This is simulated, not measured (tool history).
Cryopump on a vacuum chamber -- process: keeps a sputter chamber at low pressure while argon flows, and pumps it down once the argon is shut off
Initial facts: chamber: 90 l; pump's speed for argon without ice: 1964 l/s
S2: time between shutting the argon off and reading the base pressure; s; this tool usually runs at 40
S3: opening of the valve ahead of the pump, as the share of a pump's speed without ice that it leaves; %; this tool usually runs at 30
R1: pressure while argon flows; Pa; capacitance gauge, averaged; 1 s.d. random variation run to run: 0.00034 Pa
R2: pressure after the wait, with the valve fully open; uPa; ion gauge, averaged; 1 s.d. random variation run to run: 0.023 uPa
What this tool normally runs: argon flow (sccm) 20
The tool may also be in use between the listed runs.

Run 1, hour 0.0: usual settings. Result: R1 0.0616 Pa, R2 2.25 uPa.
Run 2, hour 49.7: usual settings but argon flow (sccm) 8. Result: R1 0.0251 Pa, R2 2.35 uPa.
Run 3, hour 120.3: usual settings but argon flow (sccm) 8. Result: R1 0.0248 Pa, R2 2.37 uPa.
Run 4, hour 207.0: usual settings but S2 44 s. Result: R1 0.0633 Pa, R2 2.44 uPa.
Run 5, hour 269.2: usual settings. Result: R1 0.0627 Pa, R2 2.56 uPa.
Run 6, hour 327.4: usual settings. Result: R1 0.0637 Pa, R2 2.61 uPa.
At hour 394.7: pump warmed up, emptied and cooled again.
Run 7, hour 426.5: usual settings. Result: R1 0.0575 Pa, R2 2.12 uPa.
Run 8, hour 519.2: usual settings but S3 31 %. Result: R1 0.0572 Pa, R2 2.24 uPa.
Run 9, hour 573.5: usual settings but argon flow (sccm) 17, S3 31 %. Result: R1 0.0481 Pa, R2 2.33 uPa.
Run 10, hour 672.7: usual settings but argon flow (sccm) 17, S3 31 %. Result: R1 0.0476 Pa, R2 2.39 uPa.
Run 11, hour 720.9: usual settings but argon flow (sccm) 17, S3 31 %. Result: R1 0.0483 Pa, R2 2.43 uPa.
Run 12, hour 802.5: usual settings but argon flow (sccm) 27, S3 31 %. Result: R1 0.0773 Pa, R2 2.52 uPa.
Run 13, hour 881.8: usual settings. Result: R1 0.0599 Pa, R2 2.54 uPa.
Run 14, hour 936.4: usual settings. Result: R1 0.0594 Pa, R2 2.64 uPa.
Run 15, hour 1002.5: usual settings. Result: R1 0.0595 Pa, R2 2.76 uPa.
Run 16, hour 1084.3: usual settings. Result: R1 0.0596 Pa, R2 2.80 uPa.
Run 17, hour 1135.9: usual settings. Result: R1 0.0604 Pa, R2 2.86 uPa.
At hour 1168.7: leaking fittings of the chamber tightened, without venting.
Run 18, hour 1224.0: usual settings. Result: R1 0.0607 Pa, R2 0.82 uPa.
Run 19, hour 1299.3: usual settings. Result: R1 0.0607 Pa, R2 0.90 uPa.
Run 20, hour 1370.9: usual settings. Result: R1 0.0616 Pa, R2 0.92 uPa.
Run 21, hour 1470.0: usual settings but argon flow (sccm) 10, S2 24 s, S3 35 %. Result: R1 0.0259 Pa, R2 1.35 uPa.
Run 22, hour 1526.9: usual settings but argon flow (sccm) 17, S2 78 s, S3 22 %. Result: R1 0.0706 Pa, R2 0.72 uPa.
Run 23, hour 1623.0: usual settings but argon flow (sccm) 17, S2 78 s, S3 22 %. Result: R1 0.0698 Pa, R2 0.84 uPa.
Run 24, hour 1719.3: usual settings but S2 242 s, S3 59 %. Result: R1 0.0337 Pa, R2 0.73 uPa.
Run 25, hour 1782.9: usual settings but argon flow (sccm) 11, S2 141 s, S3 18 %. Result: R1 0.0553 Pa, R2 0.82 uPa.
Run 26, hour 1829.5: usual settings but argon flow (sccm) 11, S2 141 s, S3 18 %. Result: R1 0.0556 Pa, R2 0.84 uPa.
Run 27, hour 1913.8: usual settings but argon flow (sccm) 12, S2 107 s, S3 56 %. Result: R1 0.0220 Pa, R2 1.04 uPa.
Run 28, hour 1969.0: usual settings but argon flow (sccm) 40, S2 107 s, S3 56 %. Result: R1 0.0732 Pa, R2 1.05 uPa.
Run 29, hour 2039.5: usual settings but argon flow (sccm) 40, S2 107 s, S3 56 %. Result: R1 0.0737 Pa, R2 1.07 uPa.
Run 30, hour 2125.1: usual settings but argon flow (sccm) 8, S2 29 s, S3 22 %. Result: R1 0.0341 Pa, R2 1.82 uPa.
At hour 2142.4: pump warmed up, emptied and cooled again.
Run 31, hour 2185.7: usual settings but argon flow (sccm) 8, S2 29 s, S3 22 %. Result: R1 0.0322 Pa, R2 1.57 uPa.
Run 32, hour 2284.6: usual settings but argon flow (sccm) 10, S2 29 s, S3 36 %. Result: R1 0.0249 Pa, R2 1.63 uPa.
Run 33, hour 2359.8: usual settings but argon flow (sccm) 18, S3 37 %. Result: R1 0.0435 Pa, R2 1.40 uPa.
Run 34, hour 2443.8: usual settings but argon flow (sccm) 10, S2 168 s, S3 32 %. Result: R1 0.0276 Pa, R2 1.08 uPa.
Run 35, hour 2538.5: usual settings but S2 23 s, S3 45 %. Result: R1 0.0406 Pa, R2 2.06 uPa.

Predict each of these 3 candidate next runs independently; none follows another, all start after run 35:
Run A, hour 2583.4: usual settings but argon flow (sccm) 19, S2 23 s, S3 45 %. Result: R1 ?, R2 ?.
Run B, hour 2583.4: usual settings but S2 23 s. Result: R1 ?, R2 ?.
Run C, hour 2583.4: usual settings but S2 191 s, S3 27 %. Result: R1 ?, R2 ?.

run      R1    R2
  A  0.0383  2.12
  B  0.0600  2.09
  C  0.0653  1.18
What these runs would have given with no unlogged condition in the tool:
run      R1    R2
  A  0.0361  1.18
  B  0.0578  1.17
  C  0.0631  0.29
